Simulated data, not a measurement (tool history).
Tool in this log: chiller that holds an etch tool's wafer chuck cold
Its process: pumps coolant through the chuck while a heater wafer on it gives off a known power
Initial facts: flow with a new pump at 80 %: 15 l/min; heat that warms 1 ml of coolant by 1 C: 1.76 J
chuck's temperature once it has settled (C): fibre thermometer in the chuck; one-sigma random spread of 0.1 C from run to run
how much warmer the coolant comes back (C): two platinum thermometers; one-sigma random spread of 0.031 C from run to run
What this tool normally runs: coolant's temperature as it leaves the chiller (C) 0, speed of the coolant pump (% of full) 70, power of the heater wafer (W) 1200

| run | hour | coolant's temperature as it leaves the chiller (C) | speed of the coolant pump (% of full) | power of the heater wafer (W) | chuck's temperature once it has settled (C) | how much warmer the coolant comes back (C) |
|---|---|---|---|---|---|---|
| 1 | 0 | 0 | 70 | 1200 | 10.3 | 3.43 |
| 2 | 50.9 | 0 | 70 | 1200 | 10.3 | 3.44 |
| 3 | 99.8 | 0 | 70 | 1200 | 10.5 | 3.48 |
|  | 158.8 | chiller's thermometer calibrated |
| 4 | 174.1 | 0 | 70 | 1200 | 10.7 | 3.39 |
| 5 | 246.5 | 0 | 70 | 1200 | 10.8 | 3.49 |
| 6 | 300.8 | 0 | 93 | 1200 | 8.2 | 2.57 |
| 7 | 381.7 | 0 | 93 | 1200 | 8.3 | 2.63 |
| 8 | 439.5 | -5 | 70 | 1200 | 6 | 3.48 |
| 9 | 495.1 | -5 | 70 | 1200 | 5.7 | 3.53 |
|  | 506.8 | coolant pump overhauled |
|  | 538.5 | coolant changed, channels flushed |
| 10 | 577.9 | -2 | 70 | 1200 | 8.6 | 3.67 |
| 11 | 663.2 | -2 | 70 | 1200 | 8.5 | 3.69 |
| 12 | 748.1 | -1 | 85 | 1364 | 9.1 | 3.48 |
|  | 822.5 | coolant pump overhauled, once more |
| 13 | 840.2 | 5 | 76 | 1181 | 13.3 | 2.8 |
| 14 | 878 | 0 | 81 | 758 | 5.1 | 1.65 |
| 15 | 948.8 | 0 | 81 | 758 | 5 | 1.75 |
| 16 | 990.6 | 0 | 81 | 758 | 5.1 | 1.68 |
| 17 | 1081.7 | -2 | 81 | 758 | 3 | 1.7 |
| 18 | 1150.6 | 0 | 70 | 1158 | 8.9 | 3.02 |
| 19 | 1226.7 | 7 | 87 | 1552 | 16.8 | 3.27 |
| 20 | 1310.3 | -9 | 75 | 1108 | -0.9 | 2.73 |
| 21 | 1367 | 8 | 70 | 1200 | 17.3 | 3.17 |
| 22 | 1430.9 | -1 | 70 | 672 | 4.1 | 1.77 |

Consider 4 possible next runs. They are alternatives, not a sequence: every one starts from the tool as it was left by run 22. What does each give?
| A | 1494.6 | 2 | 74 | 1745 | ? | ? |
| B | 1494.6 | 4 | 70 | 1200 | ? | ? |
| C | 1494.6 | -5 | 66 | 1720 | ? | ? |
| D | 1494.6 | -4 | 70 | 672 | ? | ? |

| run | chuck's temperature once it has settled (C) | how much warmer the coolant comes back (C) |
|---|---|---|
| A | 14.9 | 4.34 |
| B | 13.4 | 3.15 |
| C | 9 | 4.8 |
| D | 1.3 | 1.8 |
Without the tool's unlogged condition, the same runs would have read:
| run | chuck's temperature once it has settled (C) | how much warmer the coolant comes back (C) |
|---|---|---|
| A | 14.5 | 4.27 |
| B | 13.1 | 3.1 |
| C | 8.5 | 4.72 |
| D | 1.2 | 1.77 |

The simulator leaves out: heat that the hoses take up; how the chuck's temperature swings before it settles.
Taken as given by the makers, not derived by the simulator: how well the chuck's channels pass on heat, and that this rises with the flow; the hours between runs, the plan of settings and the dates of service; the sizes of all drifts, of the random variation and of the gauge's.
